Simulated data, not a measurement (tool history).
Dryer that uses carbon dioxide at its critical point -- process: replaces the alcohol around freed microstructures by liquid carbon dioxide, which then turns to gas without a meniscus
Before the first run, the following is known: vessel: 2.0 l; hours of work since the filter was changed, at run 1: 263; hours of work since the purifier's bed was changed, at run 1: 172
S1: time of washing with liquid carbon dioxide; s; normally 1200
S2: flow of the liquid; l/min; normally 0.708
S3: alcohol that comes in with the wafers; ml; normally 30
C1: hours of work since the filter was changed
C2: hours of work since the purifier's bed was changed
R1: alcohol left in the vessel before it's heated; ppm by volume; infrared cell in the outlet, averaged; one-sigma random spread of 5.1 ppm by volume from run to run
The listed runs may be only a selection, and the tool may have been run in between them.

Run 1, hour 0: usual settings; C1 263; C2 172. Result: R1 132 ppm by volume.
Run 2, hour 8.9: usual settings; C1 269; C2 178. Result: R1 131 ppm by volume.
Run 3, hour 25.6: usual settings but S1 1020 s; C1 279; C2 189. Result: R1 232 ppm by volume.
Run 4, hour 40.7: usual settings but S1 1140 s; C1 289; C2 199. Result: R1 159 ppm by volume.
Run 5, hour 52.9: usual settings but S1 1140 s; C1 297; C2 207. Result: R1 159 ppm by volume.
Run 6, hour 69.8: usual settings but S1 1140 s; C1 308; C2 218. Result: R1 179 ppm by volume.
Run 7, hour 77.6: usual settings but S1 1140 s; C1 313; C2 223. Result: R1 184 ppm by volume.
Run 8, hour 86.8: usual settings; C1 319; C2 229. Result: R1 142 ppm by volume.
Run 9, hour 96.7: usual settings; C1 325; C2 235. Result: R1 154 ppm by volume.
Run 10, hour 107.9: usual settings but S3 33 ml; C1 333; C2 242. Result: R1 163 ppm by volume.
Run 11, hour 117.9: usual settings but S3 33 ml; C1 339; C2 249. Result: R1 168 ppm by volume.
Run 12, hour 128.1: usual settings but S3 33 ml; C1 346; C2 255. Result: R1 163 ppm by volume.
Run 13, hour 142.9: usual settings but S3 33 ml; C1 355; C2 265. Result: R1 174 ppm by volume.
At hour 153.6: inlet filter changed.
Run 14, hour 160.1: usual settings; C1 4; C2 276. Result: R1 89 ppm by volume.
Run 15, hour 168.1: usual settings but S2 0.692 l/min; C1 9; C2 281. Result: R1 109 ppm by volume.
Run 16, hour 181.4: usual settings but S2 0.692 l/min; C1 18; C2 289. Result: R1 105 ppm by volume.
Run 17, hour 191.1: usual settings; C1 24; C2 296. Result: R1 106 ppm by volume.
Run 18, hour 199.7: usual settings but S2 0.801 l/min; C1 30; C2 301. Result: R1 70 ppm by volume.
Run 19, hour 212.5: usual settings but S1 1380 s; C1 38; C2 309. Result: R1 70 ppm by volume.
Run 20, hour 225.5: usual settings but S1 1380 s; C1 47; C2 318. Result: R1 70 ppm by volume.
Run 21, hour 238.9: usual settings; C1 55; C2 327. Result: R1 99 ppm by volume.
Run 22, hour 254.2: usual settings; C1 65; C2 337. Result: R1 106 ppm by volume.
Run 23, hour 263.6: usual settings but S2 0.826 l/min; C1 71; C2 343. Result: R1 81 ppm by volume.
Run 24, hour 278.6: usual settings but S2 0.826 l/min; C1 81; C2 352. Result: R1 70 ppm by volume.
Run 25, hour 292.9: usual settings but S1 840 s, S2 1.066 l/min; C1 90; C2 362. Result: R1 111 ppm by volume.
Run 26, hour 300.4: usual settings but S1 1800 s, S3 116 ml; C1 95; C2 366. Result: R1 71 ppm by volume.
Run 27, hour 307.9: usual settings but S1 1560 s, S2 0.946 l/min, S3 28 ml; C1 100; C2 371. Result: R1 50 ppm by volume.
Run 28, hour 317.6: usual settings but S1 1560 s, S2 0.946 l/min, S3 28 ml; C1 106; C2 378. Result: R1 52 ppm by volume.
Run 29, hour 327.6: usual settings but S1 1560 s, S2 0.946 l/min, S3 28 ml; C1 113; C2 384. Result: R1 58 ppm by volume.
Run 30, hour 340: usual settings but S1 1560 s, S2 0.946 l/min, S3 28 ml; C1 121; C2 392. Result: R1 59 ppm by volume.
Run 31, hour 352.2: usual settings but S1 1620 s, S2 0.825 l/min, S3 29 ml; C1 129; C2 400. Result: R1 60 ppm by volume.
Run 32, hour 366.2: usual settings but S1 1500 s, S2 0.825 l/min, S3 39 ml; C1 138; C2 409. Result: R1 72 ppm by volume.
Run 33, hour 380.7: usual settings but S2 1.084 l/min, S3 56 ml; C1 147; C2 419. Result: R1 72 ppm by volume.
Run 34, hour 391.6: usual settings but S2 1.084 l/min, S3 56 ml; C1 154; C2 426. Result: R1 68 ppm by volume.
Run 35, hour 398.8: usual settings but S2 1.084 l/min, S3 56 ml; C1 159; C2 430. Result: R1 65 ppm by volume.
Run 36, hour 411.2: usual settings but S2 0.44 l/min, S3 106 ml; C1 167; C2 438. Result: R1 1906 ppm by volume.
Run 37, hour 424.4: usual settings but S2 0.44 l/min, S3 106 ml; C1 176; C2 447. Result: R1 1933 ppm by volume.
Run 38, hour 435: usual settings but S1 1680 s; C1 182; C2 454. Result: R1 81 ppm by volume.
Run 39, hour 450.4: usual settings but S1 1320 s, S2 0.589 l/min, S3 26 ml; C1 192; C2 464. Result: R1 165 ppm by volume.
Run 40, hour 462.2: usual settings but S1 840 s, S2 0.589 l/min, S3 26 ml; C1 200; C2 471. Result: R1 674 ppm by volume.
Run 41, hour 476: usual settings but S1 780 s, S2 0.54 l/min, S3 98 ml; C1 209; C2 480. Result: R1 3663 ppm by volume.
Run 42, hour 493.2: usual settings but S1 780 s, S2 0.54 l/min, S3 34 ml; C1 220; C2 491. Result: R1 1306 ppm by volume.
Run 43, hour 509.6: usual settings but S1 1080 s, S2 1.062 l/min, S3 53 ml; C1 231; C2 502. Result: R1 113 ppm by volume.
Run 44, hour 525.7: usual settings but S1 1080 s, S2 1.062 l/min, S3 53 ml; C1 241; C2 513. Result: R1 111 ppm by volume.
Run 45, hour 535.2: usual settings but S1 780 s, S2 1.062 l/min, S3 61 ml; C1 247; C2 519. Result: R1 303 ppm by volume.
Run 46, hour 542.2: usual settings but S1 1620 s, S2 0.452 l/min, S3 71 ml; C1 252; C2 523. Result: R1 484 ppm by volume.
Run 47, hour 551.2: usual settings but S1 840 s, S2 1.093 l/min, S3 71 ml; C1 258; C2 529. Result: R1 240 ppm by volume.

Hidden condition of the tool, last listed run before each entry between runs versus first listed run after:
Runs 13 to 14: inlet filter changed (hour 153.6)
  flow that reaches the vessel past the clogged filter, %: 83.3 -> 99.5; alcohol in the recycled carbon dioxide, ppm: 41.1 -> 42.5
  measured result minus the result with no hidden state, R1: +118 -> +39 ppm by volume
